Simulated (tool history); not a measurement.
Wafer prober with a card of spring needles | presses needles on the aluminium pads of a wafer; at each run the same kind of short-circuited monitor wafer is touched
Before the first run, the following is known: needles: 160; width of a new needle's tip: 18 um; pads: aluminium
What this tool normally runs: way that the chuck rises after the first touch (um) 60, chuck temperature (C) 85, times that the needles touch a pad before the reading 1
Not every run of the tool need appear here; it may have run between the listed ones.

run   hour  way that the chuck rises after the first touch (um)  chuck temperature (C)  times that the needles touch a pad before the reading  resistance of one needle with its contact and lead (mohm)  way that a needle slides on the pad (um)
  1    0.0                                                   60                     85                                                      1                                                        155                                     16.55
      12.7  -- tips cleaned on abrasive film
      28.4  -- tips cleaned on abrasive film
  2   28.4                                                   60                     26                                                      1                                                        136                                     16.50
      43.2  -- tips cleaned on abrasive film
  3   46.1                                                   60                     85                                                      1                                                        157                                     16.42
      59.1  -- tips cleaned on abrasive film
  4   60.6                                                   60                     85                                                      1                                                        150                                     16.44
      73.9  -- tips cleaned on abrasive film
  5   84.0                                                   60                     85                                                      1                                                        170                                     16.50
      90.2  -- tips cleaned on abrasive film
  6  101.4                                                   60                     85                                                      1                                                        174                                     16.42
     106.2  -- tips cleaned on abrasive film
  7  115.4                                                   60                     85                                                      1                                                        172                                     16.45
     122.4  -- tips cleaned on abrasive film
  8  130.6                                                   60                     85                                                      1                                                        166                                     16.36
     138.9  -- tips cleaned on abrasive film
     154.1  -- tips cleaned on abrasive film
  9  162.7                                                   60                     85                                                      1                                                        170                                     16.34
     169.7  -- tips cleaned on abrasive film
 10  183.7                                                   60                     85                                                      1                                                        176                                     16.35
     185.6  -- tips cleaned on abrasive film
     201.3  -- tips cleaned on abrasive film
 11  214.1                                                   60                     85                                                      1                                                        176                                     16.24
     216.6  -- tips cleaned on abrasive film
     233.0  -- tips cleaned on abrasive film
 12  236.3                                                   60                     77                                                      1                                                        159                                     16.25
     249.4  -- tips cleaned on abrasive film
 13  256.2                                                   60                     85                                                      2                                                        161                                     16.25
     265.1  -- tips cleaned on abrasive film
     273.7  -- height of the first contact set anew
     281.2  -- tips cleaned on abrasive film
 14  281.2                                                   60                     85                                                      1                                                        149                                     15.95
     296.6  -- tips cleaned on abrasive film
 15  306.6                                                   60                     85                                                      1                                                        177                                     15.93
     311.4  -- tips cleaned on abrasive film
     328.4  -- tips cleaned on abrasive film
 16  336.3                                                   60                     85                                                      1                                                        172                                     15.90
     345.0  -- tips cleaned on abrasive film
 17  349.7                                                   52                    111                                                      2                                                        170                                     13.70
     359.8  -- tips cleaned on abrasive film
 18  364.0                                                   60                     36                                                      1                                                        155                                     15.89
     374.8  -- tips cleaned on abrasive film
 19  377.8                                                   44                     35                                                      1                                                        169                                     11.44
     389.7  -- tips cleaned on abrasive film
 20  391.5                                                   44                     82                                                      1                                                        169                                     11.42
     404.6  -- tips cleaned on abrasive film
 21  417.9                                                   60                     40                                                      2                                                        163                                     15.87
     420.5  -- tips cleaned on abrasive film
     437.4  -- height of the first contact set anew, once more
     437.5  -- tips cleaned on abrasive film
 22  441.9                                                   68                     85                                                      1                                                        155                                     18.74
     453.2  -- tips cleaned on abrasive film
 23  464.5                                                   68                     85                                                      1                                                        166                                     18.71
     468.9  -- tips cleaned on abrasive film
     485.1  -- tips cleaned on abrasive film
 24  494.1                                                   60                     73                                                      1                                                        168                                     16.51
     501.4  -- tips cleaned on abrasive film
 25  515.8                                                   60                     34                                                      1                                                        173                                     16.54
     518.6  -- tips cleaned on abrasive film
 26  530.7                                                   69                     49                                                      3                                                        146                                     18.92
     533.6  -- tips cleaned on abrasive film
     549.2  -- tips cleaned on abrasive film
 27  562.0                                                   41                     26                                                      3                                                        168                                     11.17
     565.2  -- tips cleaned on abrasive film
     581.4  -- tips cleaned on abrasive film
 28  585.0                                                   41                     26                                                      3                                                        153                                     11.15
     597.9  -- tips cleaned on abrasive film
     613.6  -- tips cleaned on abrasive film
 29  614.6                                                   41                     90                                                      2                                                        164                                     11.12
     628.5  -- tips cleaned on abrasive film
 30  633.2                                                   76                     85                                                      1                                                        156                                     20.71
     645.8  -- tips cleaned on abrasive film
 31  659.5                                                   76                     85                                                      1                                                        164                                     20.74

Forecast each of these 4 alternatives for the next run:
     661.6  -- tips cleaned on abrasive film
     678.6  -- tips cleaned on abrasive film
  A  684.7                                                   60                     62                                                      2                                                          ?                                         ?
     661.6  -- tips cleaned on abrasive film
     678.6  -- tips cleaned on abrasive film
  B  684.7                                                   51                     85                                                      1                                                          ?                                         ?
     661.6  -- tips cleaned on abrasive film
     678.6  -- tips cleaned on abrasive film
  C  684.7                                                   55                     37                                                      2                                                          ?                                         ?
     661.6  -- tips cleaned on abrasive film
     678.6  -- tips cleaned on abrasive film
  D  684.7                                                   66                     40                                                      1                                                          ?                                         ?

run  resistance of one needle with its contact and lead (mohm)  way that a needle slides on the pad (um)
  A                                                        157                                     16.34
  B                                                        183                                     13.81
  C                                                        158                                     14.95
  D                                                        155                                     17.95
The same runs, with their run-to-run variation unchanged, on a tool lacking any hidden condition would have given:
run  resistance of one needle with its contact and lead (mohm)  way that a needle slides on the pad (um)
  A                                                        140                                     16.64
  B                                                        149                                     14.11
  C                                                        139                                     15.25
  D                                                        133                                     18.25
